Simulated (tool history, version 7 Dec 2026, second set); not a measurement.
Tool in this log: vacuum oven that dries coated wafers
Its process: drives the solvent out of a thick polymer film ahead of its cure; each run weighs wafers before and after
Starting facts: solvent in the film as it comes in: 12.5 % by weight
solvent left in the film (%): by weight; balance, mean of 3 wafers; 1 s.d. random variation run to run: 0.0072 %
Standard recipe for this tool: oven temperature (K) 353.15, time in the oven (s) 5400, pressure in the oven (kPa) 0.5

run   hour  oven temperature (K)  time in the oven (s)  pressure in the oven (kPa)  solvent left in the film (%)
  1      0                353.15                  5400                         0.5                         0.672
  2    9.9                353.15                  5400                         0.5                         0.688
  3   23.3                353.15                  5400                       1.329                         0.934
  4   39.6                353.15                  5400                       1.329                         0.929
  5   53.7                353.15                  5400                       1.329                         0.921
  6   71.5                353.15                  5400                       1.329                         0.931
  7   87.5                353.15                  5400                       1.329                         0.915
  8  100.9                353.15                  5400                       1.329                         0.919
  9  117.5                353.15                  5400                         0.5                         0.687
 10  134.7                353.15                  6060                         0.5                         0.524
 11  144.5                366.15                  6060                         0.5                         0.121
 12  161.5                356.15                  5400                         0.5                         0.474
 13  173.1                356.15                  5400                         0.5                          0.47
     180.3  -- oven's thermocouples calibrated
 14    191                353.15                  6180                         0.5                         0.673
 15  211.7                353.15                  6180                       0.712                         0.738
 16  232.9                353.15                  6180                       0.712                         0.732
 17  241.9                353.15                  5460                       0.712                         0.943
 18  257.3                353.15                  5460                       0.712                         0.943
 19  272.4                346.15                  5400                         0.5                         1.777
 20  288.4                346.15                  5400                         0.5                          1.78
     291.3  -- vacuum gauge cleaned of residue and calibrated
 21  310.3                353.15                  3240                         0.5                         2.227
 22  322.3                353.15                  3240                         0.5                         2.216
 23  333.8                353.15                  3240                         0.5                         2.208
 24  354.7                353.15                  3240                         0.5                         2.206
 25  366.6                353.15                  3240                         0.5                         2.206
 26  385.7                348.15                  3240                       1.967                         3.541
 27  395.1                359.15                  4740                       0.715                         0.651
 28  406.5                359.15                  4740                       0.715                         0.635
     416.3  -- vacuum gauge cleaned of residue and calibrated, once more
 29  426.9                339.15                  5040                       1.652                         3.727
 30  443.3                353.15                  5400                       0.335                         0.781
 31  461.5                353.15                  5400                       0.335                         0.781
 32  478.2                353.15                  2940                         0.5                         2.458
 33  492.7                353.15                  3120                         0.5                         2.267
 34  501.5                342.15                  7380                       0.902                         1.649
 35  517.3                353.15                  3900                       1.478                         1.852
 36  527.6                353.15                  3900                       1.478                         1.848
 37  548.3                353.15                  3900                       1.478                         1.853
 38  564.7                355.15                  4620                       1.478                         1.183
 39  581.7                353.15                  5400                       1.523                         1.129
 40  594.8                353.15                  5400                       1.523                         1.132
 41  604.7                366.15                  5220                       0.951                         0.265
 42  623.7                366.15                  5220                       0.951                         0.261
 43  635.3                366.15                  5220                       0.951                         0.267
 44  656.5                341.15                  4440                         0.5                         3.183
 45  673.8                341.15                  6360                       0.484                         1.984

Each row is a separate what-if for the run after 45, all from the same tool condition, not one after another. Results?
  A  682.7                353.15                  3540                       0.313                             ?
  B  682.7                353.15                  5400                        1.16                             ?
  C  682.7                341.15                  6360                       0.584                             ?
  D  682.7                366.15                  5400                       0.312                             ?
  E  682.7                353.15                  6360                        0.31                             ?

run  solvent left in the film (%)
  A                          1.78
  B                         1.008
  C                         2.028
  D                         0.136
  E                         0.502
With the hidden condition removed and each run's random variation left untouched, the same runs would have given:
run  solvent left in the film (%)
  A                         1.813
  B                         1.027
  C                         2.061
  D                         0.137
  E                         0.512
